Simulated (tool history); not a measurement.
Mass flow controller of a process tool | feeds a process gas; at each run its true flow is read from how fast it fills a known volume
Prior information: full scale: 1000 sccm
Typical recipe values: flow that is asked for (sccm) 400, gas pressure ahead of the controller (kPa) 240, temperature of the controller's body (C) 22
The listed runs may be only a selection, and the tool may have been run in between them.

run	hour	flow that is asked for (sccm)	gas pressure ahead of the controller (kPa)	temperature of the controller's body (C)	true flow (%)
1	0.0	400	240	22	98.04
2	91.8	400	264	22	98.13
3	176.9	400	142	22	98.01
4	237.3	400	142	22	97.93
5	332.2	701	240	22	99.25
6	412.9	400	240	34	99.74
7	481.8	400	240	34	99.66
8	553.6	400	240	34	99.58
9	653.2	400	240	38	100.27
10	694.0	400	240	38	100.23
11	739.7	400	240	38	100.36
12	837.9	400	240	38	100.35
13	890.2	400	240	38	100.27
14	975.6	400	240	38	100.40
15	1068.7	400	240	38	100.51
16	1161.8	400	240	38	100.56
17	1237.2	292	154	21	98.07
18	1297.4	400	240	21	98.74
19	1350.6	316	240	22	98.72
20	1439.1	316	240	22	98.82
21	1499.1	125	240	30	99.06
22	1595.1	400	154	30	99.73
23	1679.6	400	154	30	99.75
24	1749.1	357	217	29	99.77
# hour 1789.5: gauge calibrated
25	1844.3	357	217	29	98.64
26	1908.7	132	240	29	98.12
27	1997.0	132	187	37	98.88
28	2096.8	638	187	37	100.41
29	2165.9	400	177	22	98.18
30	2221.1	163	160	22	97.52

Forecast each of these 4 alternatives for the next run:
A	2305.9	206	240	36	?
B	2305.9	214	196	40	?
C	2305.9	102	217	28	?
D	2305.9	604	160	22	?

run	true flow (%)
A	99.40
B	99.69
C	98.07
D	98.78
With the hidden condition removed and each run's random variation left untouched, the same runs would have given:
run	true flow (%)
A	99.08
B	99.37
C	97.79
D	98.44
